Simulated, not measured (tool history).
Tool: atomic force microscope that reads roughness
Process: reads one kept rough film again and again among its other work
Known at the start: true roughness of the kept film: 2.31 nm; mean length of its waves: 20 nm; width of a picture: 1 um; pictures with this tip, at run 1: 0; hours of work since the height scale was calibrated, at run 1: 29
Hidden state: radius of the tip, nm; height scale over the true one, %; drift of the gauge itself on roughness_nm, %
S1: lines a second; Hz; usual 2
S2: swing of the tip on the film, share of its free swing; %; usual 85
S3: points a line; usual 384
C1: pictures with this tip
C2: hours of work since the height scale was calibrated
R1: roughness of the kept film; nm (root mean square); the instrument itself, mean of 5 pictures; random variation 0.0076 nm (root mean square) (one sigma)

run	day	S1	S2	S3	C1	C2	R1
1	0	2	85	384	0	29	1.617
2	0.875	2	85	384	32	44	1.573
3	1.917	2	85	384	69	61	1.544
4	2.708	2	85	384	98	74	1.521
5	3.346	2	85	384	121	84	1.484
6	4.279	2	85	384	154	99	1.446
7	5.7	2	85	384	205	123	1.424
8	6.683	2	85	384	241	139	1.394
9	7.288	2	56	384	262	149	1.64
10	8.058	2	85	384	290	161	1.356
11	9.4	2.4	85	384	338	183	1.26
# day 10.117: new tip fitted
12	10.346	2.4	85	384	8	199	1.553
13	11.496	2.4	85	384	49	217	1.491
14	12.392	2	85	384	81	232	1.54
15	13.85	2	85	377	134	256	1.474
16	14.758	2	85	384	167	271	1.446
17	15.433	2	85	258	191	282	1.403
18	16.183	2	85	258	218	294	1.387
19	17.583	2	85	258	268	317	1.347
20	18.854	2	85	259	314	338	1.32
21	19.85	1.22	85	384	350	354	1.441
# day 20.225: new tip fitted
22	20.679	1.22	85	384	16	368	1.735
23	21.621	1.22	85	384	50	383	1.705
24	22.758	1.22	73	384	91	402	1.761
25	24.104	1.22	73	384	139	424	1.712
26	25.292	2	85	384	182	443	1.443
27	26.329	2.84	57	341	219	460	1.662
28	27.658	2	67	384	267	482	1.574
29	28.683	2	80	326	304	499	1.41
30	29.817	2	80	326	345	517	1.375
# day 30.329: new tip fitted
31	30.596	2	80	326	9	530	1.669
32	31.8	2	80	326	53	550	1.617
33	33.283	0.51	85	375	106	574	1.783
34	34.021	0.51	68	269	133	586	1.787
35	35.467	0.55	81	262	185	610	1.674
36	36.662	2.02	81	960	228	629	1.478
37	38.108	1.01	90	767	280	653	1.491
38	39.175	1.62	63	606	318	671	1.607
# day 40.517: new tip fitted
39	40.638	1.62	63	606	4	694	1.946
40	41.462	1.62	78	590	34	708	1.765
41	42.171	1.62	78	590	59	719	1.732
42	43.338	1.62	78	590	101	738	1.692
43	44.567	1.62	75	536	146	759	1.68
44	45.788	1.62	75	536	189	779	1.622
45	47.146	1.62	64	317	238	801	1.656
46	48.133	2	85	474	274	817	1.384
47	48.938	2.64	85	408	303	830	1.277
48	50.133	2.64	85	408	346	850	1.245
# day 50.65: new tip fitted
49	51.308	2.03	78	408	23	869	1.703
50	52.612	2.01	66	992	70	890	1.818
51	53.421	2.01	66	992	99	903	1.782
52	54.296	1.88	89	384	131	918	1.441

How the hidden state differs across the entries between the runs, from the last listed run before each to the first after it:
Between runs 11 and 12: new tip fitted (day 10.117)
  radius of the tip, nm: 16.3 -> 5.5; height scale over the true one, %: 0.14 -> 0.15
  measured less the result without the state, R1: -0.288 -> -0.015 nm (root mean square)
Between runs 21 and 22: new tip fitted (day 20.225)
  radius of the tip, nm: 16.1 -> 5.7; height scale over the true one, %: 0.27 -> 0.28
  measured less the result without the state, R1: -0.322 -> -0.019 nm (root mean square)
Between runs 30 and 31: new tip fitted (day 30.329)
  radius of the tip, nm: 16.1 -> 5.7; height scale over the true one, %: 0.39 -> 0.4
  measured less the result without the state, R1: -0.306 -> -0.017 nm (root mean square)
Between runs 38 and 39: new tip fitted (day 40.517)
  radius of the tip, nm: 15.6 -> 5.2; height scale over the true one, %: 0.51 -> 0.53
  measured less the result without the state, R1: -0.34 -> +0.003 nm (root mean square)
Between runs 48 and 49: new tip fitted (day 50.65)
  radius of the tip, nm: 16.2 -> 6.2; height scale over the true one, %: 0.64 -> 0.65
  measured less the result without the state, R1: -0.276 -> -0.031 nm (root mean square)

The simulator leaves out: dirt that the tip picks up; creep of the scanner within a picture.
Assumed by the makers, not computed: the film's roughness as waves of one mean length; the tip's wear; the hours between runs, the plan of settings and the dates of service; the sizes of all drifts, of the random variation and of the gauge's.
